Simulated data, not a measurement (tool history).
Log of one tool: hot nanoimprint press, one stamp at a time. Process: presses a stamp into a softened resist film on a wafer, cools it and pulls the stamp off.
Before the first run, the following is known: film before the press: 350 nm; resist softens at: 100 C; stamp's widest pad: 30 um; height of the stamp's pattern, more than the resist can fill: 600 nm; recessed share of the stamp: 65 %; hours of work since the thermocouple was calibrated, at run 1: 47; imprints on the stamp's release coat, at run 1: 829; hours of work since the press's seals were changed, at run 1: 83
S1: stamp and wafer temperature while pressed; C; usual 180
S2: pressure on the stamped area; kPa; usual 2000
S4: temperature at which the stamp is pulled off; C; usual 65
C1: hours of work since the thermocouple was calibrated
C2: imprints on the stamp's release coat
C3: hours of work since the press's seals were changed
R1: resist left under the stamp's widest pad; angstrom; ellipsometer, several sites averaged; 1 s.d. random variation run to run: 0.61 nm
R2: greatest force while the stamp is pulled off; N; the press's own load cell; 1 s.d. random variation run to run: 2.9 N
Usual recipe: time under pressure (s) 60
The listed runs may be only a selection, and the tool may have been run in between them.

run 1 hour=0.0 | S1=180 S2=2000 time_under_pressure_(s)=60 S4=65 | C1=47 C2=829 C3=83 | R1=2101 R2=186
run 2 hour=33.4 | S1=180 S2=2000 time_under_pressure_(s)=60 S4=65 | C1=68 C2=975 C3=104 | R1=2099 R2=189
-- hour=48.2 stamp cleaned and given a new release coat
run 3 hour=85.1 | S1=180 S2=2000 time_under_pressure_(s)=76 S4=65 | C1=97 C2=161 C3=133 | R1=1928 R2=144
run 4 hour=133.3 | S1=180 S2=2000 time_under_pressure_(s)=76 S4=65 | C1=127 C2=371 C3=163 | R1=1930 R2=151
run 5 hour=169.5 | S1=180 S2=2000 time_under_pressure_(s)=76 S4=65 | C1=150 C2=529 C3=185 | R1=1934 R2=168
run 6 hour=209.0 | S1=180 S2=2000 time_under_pressure_(s)=76 S4=65 | C1=174 C2=701 C3=210 | R1=1922 R2=178
run 7 hour=247.2 | S1=180 S2=2000 time_under_pressure_(s)=76 S4=65 | C1=198 C2=868 C3=234 | R1=1916 R2=187
-- hour=286.9 stamp cleaned and given a new release coat
run 8 hour=300.4 | S1=180 S2=2000 time_under_pressure_(s)=76 S4=65 | C1=228 C2=59 C3=263 | R1=1923 R2=137
run 9 hour=332.0 | S1=184 S2=2000 time_under_pressure_(s)=60 S4=65 | C1=247 C2=196 C3=283 | R1=1753 R2=146
run 10 hour=356.2 | S1=184 S2=2000 time_under_pressure_(s)=60 S4=65 | C1=262 C2=302 C3=298 | R1=1742 R2=153
run 11 hour=409.4 | S1=185 S2=2000 time_under_pressure_(s)=113 S4=65 | C1=296 C2=534 C3=331 | R1=1288 R2=162
run 12 hour=460.3 | S1=169 S2=2640 time_under_pressure_(s)=99 S4=65 | C1=328 C2=756 C3=363 | R1=2459 R2=178
run 13 hour=492.3 | S1=169 S2=2640 time_under_pressure_(s)=99 S4=65 | C1=347 C2=895 C3=383 | R1=2460 R2=185
-- hour=525.4 stamp cleaned and given a new release coat
run 14 hour=547.9 | S1=174 S2=1430 time_under_pressure_(s)=60 S4=51 | C1=378 C2=97 C3=414 | R1=2719 R2=184
run 15 hour=585.6 | S1=170 S2=1630 time_under_pressure_(s)=60 S4=51 | C1=402 C2=262 C3=438 | R1=2925 R2=196
run 16 hour=637.1 | S1=170 S2=1630 time_under_pressure_(s)=60 S4=51 | C1=434 C2=486 C3=470 | R1=2923 R2=211
run 17 hour=678.7 | S1=180 S2=2000 time_under_pressure_(s)=62 S4=53 | C1=460 C2=668 C3=496 | R1=1996 R2=221

Branching from run 17: 3 alternative next runs. What would each branch give?
run A hour=721.4 | S1=180 S2=2000 time_under_pressure_(s)=62 S4=60 | C1=487 C2=854 C3=523 | R1=? R2=?
run B hour=721.4 | S1=180 S2=1340 time_under_pressure_(s)=46 S4=73 | C1=487 C2=854 C3=523 | R1=? R2=?
run C hour=721.4 | S1=180 S2=1610 time_under_pressure_(s)=60 S4=69 | C1=487 C2=854 C3=523 | R1=? R2=?

run=A R1=1985 R2=197
run=B R1=2456 R2=149
run=C R1=2172 R2=166
With the hidden condition removed and each run's random variation left untouched, the same runs would have given:
run=A R1=2063 R2=146
run=B R1=2529 R2=111
run=C R1=2251 R2=123

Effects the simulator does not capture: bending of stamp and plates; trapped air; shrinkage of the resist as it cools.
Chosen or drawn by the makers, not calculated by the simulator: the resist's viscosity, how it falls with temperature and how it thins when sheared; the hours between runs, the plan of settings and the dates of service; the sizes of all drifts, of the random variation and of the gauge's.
